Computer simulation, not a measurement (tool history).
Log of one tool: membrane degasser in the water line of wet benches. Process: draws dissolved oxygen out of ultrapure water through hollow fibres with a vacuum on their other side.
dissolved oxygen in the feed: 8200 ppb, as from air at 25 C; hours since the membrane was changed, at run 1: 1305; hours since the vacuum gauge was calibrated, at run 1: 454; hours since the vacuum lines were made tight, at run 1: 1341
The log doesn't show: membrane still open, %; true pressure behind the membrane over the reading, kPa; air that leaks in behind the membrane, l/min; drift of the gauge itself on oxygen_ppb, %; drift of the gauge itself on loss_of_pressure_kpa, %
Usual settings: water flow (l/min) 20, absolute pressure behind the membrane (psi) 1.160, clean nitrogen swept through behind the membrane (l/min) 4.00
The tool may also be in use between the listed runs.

| run | day | water flow (l/min) | absolute pressure behind the membrane (psi) | clean nitrogen swept through behind the membrane (l/min) | hours since the membrane was changed | hours since the vacuum gauge was calibrated | hours since the vacuum lines were made tight | dissolved oxygen in the water behind the degasser (ppb) | pressure that the water loses in the fibres (psi) |
|---|---|---|---|---|---|---|---|---|---|
| 1 | 0.000 | 20 | 1.160 | 4.00 | 1305 | 454 | 1341 | 158.8 | 9.037 |
| 2 | 2.542 | 20 | 1.160 | 4.00 | 1366 | 515 | 1402 | 157.8 | 8.989 |
| 3 | 4.650 | 20 | 1.160 | 4.00 | 1416 | 566 | 1453 | 157.8 | 9.016 |
| 4 | 7.108 | 20 | 1.160 | 4.00 | 1475 | 625 | 1512 | 157.4 | 8.992 |
| 5 | 11.258 | 20 | 1.160 | 4.00 | 1575 | 724 | 1611 | 158.2 | 9.043 |
| 6 | 13.204 | 20 | 1.063 | 4.00 | 1621 | 771 | 1658 | 149.1 | 9.039 |
| 7 | 16.192 | 20 | 1.063 | 4.00 | 1693 | 843 | 1730 | 152.4 | 9.011 |
| 8 | 20.192 | 20 | 1.160 | 4.00 | 1789 | 939 | 1826 | 160.0 | 9.052 |
| 9 | 23.400 | 29 | 1.160 | 4.00 | 1866 | 1016 | 1903 | 307.7 | 13.094 |
| 10 | 25.450 | 29 | 1.160 | 4.00 | 1915 | 1065 | 1952 | 311.1 | 12.997 |
| 11 | 27.946 | 29 | 1.160 | 4.52 | 1975 | 1125 | 2012 | 300.0 | 13.061 |
| 12 | 32.029 | 29 | 1.160 | 3.50 | 2073 | 1223 | 2110 | 318.9 | 13.103 |
| 13 | 34.917 | 20 | 1.160 | 4.00 | 2143 | 1292 | 2179 | 160.2 | 9.066 |
| 14 | 38.979 | 20 | 1.160 | 4.00 | 2240 | 1390 | 2277 | 159.2 | 9.047 |
| 15 | 43.250 | 26 | 1.112 | 11.99 | 2343 | 1492 | 2379 | 211.2 | 11.783 |
| 16 | 46.975 | 26 | 1.112 | 11.99 | 2432 | 1582 | 2468 | 211.6 | 11.755 |
| 17 | 49.179 | 15 | 2.268 | 10.74 | 2485 | 1635 | 2521 | 93.8 | 6.820 |
| 18 | 53.496 | 15 | 2.268 | 10.74 | 2588 | 1738 | 2625 | 93.2 | 6.840 |
| 19 | 57.700 | 25 | 1.160 | 7.75 | 2689 | 1839 | 2726 | 209.4 | 11.384 |
| 20 | 61.317 | 25 | 1.160 | 7.75 | 2776 | 1926 | 2813 | 208.8 | 11.354 |
| 21 | 64.775 | 20 | 0.802 | 4.00 | 2859 | 2009 | 2896 | 137.1 | 9.078 |
| 22 | 67.254 | 20 | 0.802 | 4.00 | 2919 | 2068 | 2955 | 136.5 | 9.117 |
| 23 | 69.771 | 13 | 1.160 | 2.70 | 2979 | 2129 | 3016 | 90.1 | 5.949 |
| 24 | 73.283 | 20 | 1.160 | 5.45 | 3063 | 2213 | 3100 | 148.7 | 9.078 |
| 25 | 75.492 | 14 | 1.946 | 3.34 | 3116 | 2266 | 3153 | 148.2 | 6.340 |
| 26 | 78.225 | 18 | 2.561 | 6.00 | 3182 | 2332 | 3218 | 188.6 | 8.179 |
| 27 | 82.033 | 18 | 1.649 | 2.83 | 3273 | 2423 | 3310 | 206.6 | 8.227 |

Forecast each of these 3 alternatives for the next run:
| A | 84.529 | 27 | 2.534 | 2.83 | 3333 | 2483 | 3370 | ? | ? |
| B | 84.529 | 18 | 1.649 | 5.95 | 3333 | 2483 | 3370 | ? | ? |
| C | 84.529 | 20 | 1.160 | 2.68 | 3333 | 2483 | 3370 | ? | ? |

| run | dissolved oxygen in the water behind the degasser (ppb) | pressure that the water loses in the fibres (psi) |
|---|---|---|
| A | 510.4 | 12.261 |
| B | 145.7 | 8.232 |
| C | 189.6 | 9.104 |
Without the tool's hidden state the same runs would have given:
| run | dissolved oxygen in the water behind the degasser (ppb) | pressure that the water loses in the fibres (psi) |
|---|---|---|
| A | 492.4 | 11.960 |
| B | 136.3 | 8.032 |
| C | 178.9 | 8.881 |
